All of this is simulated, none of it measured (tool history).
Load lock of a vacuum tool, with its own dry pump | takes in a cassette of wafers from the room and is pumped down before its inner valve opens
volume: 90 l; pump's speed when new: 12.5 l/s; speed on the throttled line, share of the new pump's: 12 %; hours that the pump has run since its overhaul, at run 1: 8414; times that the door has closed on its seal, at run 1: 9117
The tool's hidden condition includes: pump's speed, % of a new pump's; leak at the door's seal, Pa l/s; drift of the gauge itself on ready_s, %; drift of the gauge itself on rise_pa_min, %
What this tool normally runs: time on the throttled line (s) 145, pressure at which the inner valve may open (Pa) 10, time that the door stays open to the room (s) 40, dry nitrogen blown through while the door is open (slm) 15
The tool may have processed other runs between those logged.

run     hour  time on the throttled line (s)  pressure at which the inner valve may open (Pa)  time that the door stays open to the room (s)  dry nitrogen blown through while the door is open (slm)  hours that the pump has run since its overhaul  times that the door has closed on its seal  incoming humidity of the room's air, %  time from the closed door until the inner valve may open (s)  rise of the pressure with all valves shut (Pa/min)
  1        0                             145                                               10                                             40                                                       15                                            8414                                        9117                                    43.1                                                         203.1                                               0.029
  2    523.8                             145                                               10                                             40                                                       15                                            8938                                       10569                                    42.8                                                           203                                               0.038
  3    879.2                             173                                               10                                             40                                                       15                                            9294                                       11554                                    45.7                                                         226.5                                                0.04
  4   1315.8                             173                                               10                                             40                                                       15                                            9730                                       12764                                    44.7                                                         226.1                                               0.045
  5   1894.5                             145                                               10                                             40                                                       15                                           10309                                       14368                                    45.2                                                         204.4                                               0.053
  6   2406.9                             145                                               10                                             40                                                       15                                           10821                                       15789                                    44.5                                                         204.5                                               0.059
  7   3039.4                             145                                               10                                             40                                                       15                                           11454                                       17542                                    41.6                                                         201.4                                               0.076
  8   3354.2                             145                                               10                                             40                                                       15                                           11769                                       18414                                    48.9                                                         203.5                                               0.077
  9   3964.5                             145                                               10                                             40                                                       15                                           12379                                       20106                                    41.3                                                         205.9                                               0.087
 10   4583.6                             145                                               10                                             40                                                       15                                           12998                                       21822                                    46.6                                                         206.5                                               0.097
 11   5205.4                             145                                               10                                             40                                                       15                                           13620                                       23546                                    47.2                                                         207.8                                                0.11
 12   5542.1                             145                                               17                                             40                                                       15                                           13957                                       24479                                    44.5                                                         202.1                                               0.108
 13   5827.7                             145                                               10                                             40                                                       29                                           14242                                       25271                                    40.6                                                         211.7                                               0.114
 14   6220.5                             101                                               10                                             40                                                       15                                           14635                                       26360                                      43                                                         169.8                                               0.128
 15   6809.6                             101                                               10                                             40                                                       15                                           15224                                       27993                                    43.7                                                         170.3                                                0.14
      6854.1  -- door's seal changed, seat wiped
      7116.8  -- dry pump taken out, an overhauled one fitted
 16   7425.6                             145                                               10                                             40                                                        6                                             309                                        1567                                    42.1                                                           194                                               0.017
 17   7922.5                             145                                               10                                             40                                                       15                                             806                                        2945                                    43.9                                                         195.8                                               0.009
 18   8369.7                             145                                               10                                             40                                                       15                                            1253                                        4184                                    44.9                                                         195.5                                               0.022
 19   8802.6                             145                                               10                                             40                                                       15                                            1686                                        5384                                    42.4                                                         196.1                                               0.017
 20   9345.2                             145                                               10                                             77                                                       15                                            2228                                        6888                                    41.3                                                         194.5                                               0.033
 21   9606.2                             202                                               10                                             40                                                       15                                            2489                                        7612                                    45.1                                                         248.4                                               0.031
 22  10097.8                             202                                               10                                            196                                                        8                                            2981                                        8974                                    42.8                                                           247                                               0.056
 23  10368.8                             108                                                8                                            214                                                        4                                            3252                                        9726                                    42.4                                                         166.2                                               0.061
 24  10875.9                             108                                                8                                            214                                                        4                                            3759                                       11131                                    45.4                                                         167.1                                               0.072
 25    11395                             108                                                8                                             48                                                        6                                            4278                                       12570                                    45.2                                                           167                                               0.048
 26  12023.2                             145                                               10                                             52                                                        7                                            4906                                       14311                                    46.1                                                         194.2                                               0.061
 27  12374.1                             145                                               10                                             52                                                        7                                            5257                                       15284                                    42.9                                                         197.8                                               0.061
 28  12928.1                             260                                                8                                             46                                                       14                                            5811                                       16820                                    46.3                                                           300                                               0.065
 29  13469.6                             274                                               17                                             82                                                       13                                            6353                                       18321                                    42.1                                                         303.8                                                0.08
 30  13775.3                             274                                               17                                            196                                                       13                                            6659                                       19168                                    47.4                                                         304.6                                               0.103
 31  14356.8                              85                                               10                                            212                                                       15                                            7240                                       20780                                    45.7                                                         147.3                                               0.109
 32  14770.9                             145                                               10                                             40                                                       10                                            7654                                       21928                                    44.8                                                         200.9                                               0.107
 33  15221.8                             145                                               10                                             40                                                       10                                            8105                                       23178                                    41.2                                                         201.1                                               0.105
 34  15726.8                             235                                               10                                             40                                                        8                                            8610                                       24578                                    49.7                                                         278.6                                               0.123
 35  16315.6                              75                                               18                                             40                                                        8                                            9199                                       26210                                    45.5                                                         135.5                                               0.133
 36  16624.4                             118                                               11                                            135                                                        7                                            9508                                       27066                                    45.2                                                         177.7                                               0.158
     17037.4  -- door's seal changed, seat wiped
 37  17100.3                             118                                               11                                             38                                                        7                                            9982                                         175                                      44                                                         176.8                                               0.011
 38  17671.1                             118                                               11                                             38                                                        7                                           10553                                        1757                                      43                                                         175.9                                               0.013

Entry by entry between the runs, the difference in hidden state between the last listed run before and the first listed run after:
Logged between run 15 and run 16: door's seal changed, seat wiped (hour 6854.1); dry pump taken out, an overhauled one fitted (hour 7116.8)
  pump's speed, % of a new pump's: 78.6 -> 100.9; leak at the door's seal, Pa l/s: 0.1993 -> 0.0068
  measured result minus the result with no hidden state, time from the closed door until the inner valve may open (s): +15.1 -> -0.4; rise of the pressure with all valves shut (Pa/min): +0.132 -> +0.003
Logged between run 36 and run 37: door's seal changed, seat wiped (hour 17037.4)
  pump's speed, % of a new pump's: 88.7 -> 88.1; leak at the door's seal, Pa l/s: 0.1895 -> 0.0022
  measured result minus the result with no hidden state, time from the closed door until the inner valve may open (s): +6.8 -> +7.1; rise of the pressure with all valves shut (Pa/min): +0.126 -> +0

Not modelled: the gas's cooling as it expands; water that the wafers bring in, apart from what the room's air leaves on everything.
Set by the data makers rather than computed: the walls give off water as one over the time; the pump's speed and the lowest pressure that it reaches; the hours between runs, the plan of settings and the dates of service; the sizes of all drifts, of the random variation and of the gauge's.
